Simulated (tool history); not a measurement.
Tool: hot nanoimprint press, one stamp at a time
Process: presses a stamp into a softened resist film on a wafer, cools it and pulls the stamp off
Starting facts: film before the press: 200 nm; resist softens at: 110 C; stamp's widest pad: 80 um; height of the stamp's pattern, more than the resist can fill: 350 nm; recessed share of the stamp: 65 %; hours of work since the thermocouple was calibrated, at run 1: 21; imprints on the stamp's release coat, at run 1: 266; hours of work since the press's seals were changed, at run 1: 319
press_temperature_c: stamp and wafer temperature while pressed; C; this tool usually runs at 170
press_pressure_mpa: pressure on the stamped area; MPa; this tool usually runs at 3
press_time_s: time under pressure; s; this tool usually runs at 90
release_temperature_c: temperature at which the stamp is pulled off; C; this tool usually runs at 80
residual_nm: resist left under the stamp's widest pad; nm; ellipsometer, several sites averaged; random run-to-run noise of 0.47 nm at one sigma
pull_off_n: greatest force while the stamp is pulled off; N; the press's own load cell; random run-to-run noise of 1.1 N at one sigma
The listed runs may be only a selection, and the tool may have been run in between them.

run	hour	press_temperature_c	press_pressure_mpa	press_time_s	release_temperature_c	hours of work since the thermocouple was calibrated	imprints on the stamp's release coat	hours of work since the press's seals were changed	residual_nm	pull_off_n
1	0	170	3	90	80	21	266	319	86.7	140
2	8.7	170	3	84	80	27	295	325	88.8	140
3	18	170	3	90	80	33	326	332	86.9	142
4	30.9	170	3	90	80	43	369	341	86.9	142
5	45.1	170	3	90	80	53	416	352	86.8	145
6	62.7	170	3	90	66	66	474	364	87.5	185
7	74.1	170	3	90	66	74	512	372	87.1	188
8	90.1	170	3	90	66	85	565	384	88	188
9	99.1	170	3	90	66	92	595	390	87.4	191
# hour 107.6: stamp cleaned and given a new release coat
10	122	170	3	90	66	104	47	402	87.7	170
11	135.9	170	3	90	79	114	94	412	88.4	139
12	152.1	170	3	90	79	125	147	424	88.7	139
13	169.9	166	3	90	80	138	207	437	103.6	139
14	187.1	170	3	90	80	150	264	449	89.7	139
# hour 191.4: plate thermocouple calibrated
15	207.8	170	3	90	80	12	323	462	91	144
16	218.5	170	3	90	80	19	358	469	91.8	146
17	236	170	3	147	80	32	417	482	77.8	146
18	245.8	170	3	69	81	39	449	489	99.8	144
19	256.3	170	2.5	69	81	47	484	496	109.1	146
# hour 269.2: plate thermocouple calibrated, once more
20	272.7	162	1.9	95	73	3	528	506	143.7	167
21	292.3	162	1.9	95	73	17	594	520	144.4	173
# hour 302.2: stamp cleaned and given a new release coat
22	307.3	162	2.74	113	69	23	17	527	118.7	162
23	326.5	179	4.27	152	67	37	80	540	41.7	170
24	339.9	179	4.27	152	67	46	125	550	41.5	168
25	354.3	176	3.56	91	80	57	173	560	63.6	137
26	362.7	176	3	90	85	63	201	566	69.9	126
27	373.7	176	3	90	85	71	238	574	69.7	125
28	393.6	159	2.3	90	85	85	304	589	151.8	127
29	408.2	177	3	82	80	95	352	599	70.5	144

Run 30 has not been measured yet. What should we expect?
30	421.8	177	3	82	80	105	397	609	?	?

For run 30 the tool returned residual_nm 69.6 nm, pull_off_n 147 N.
On a tool with no hidden condition, and with the same random variation, this run would have come out at residual_nm 66.1 nm, pull_off_n 133 N.
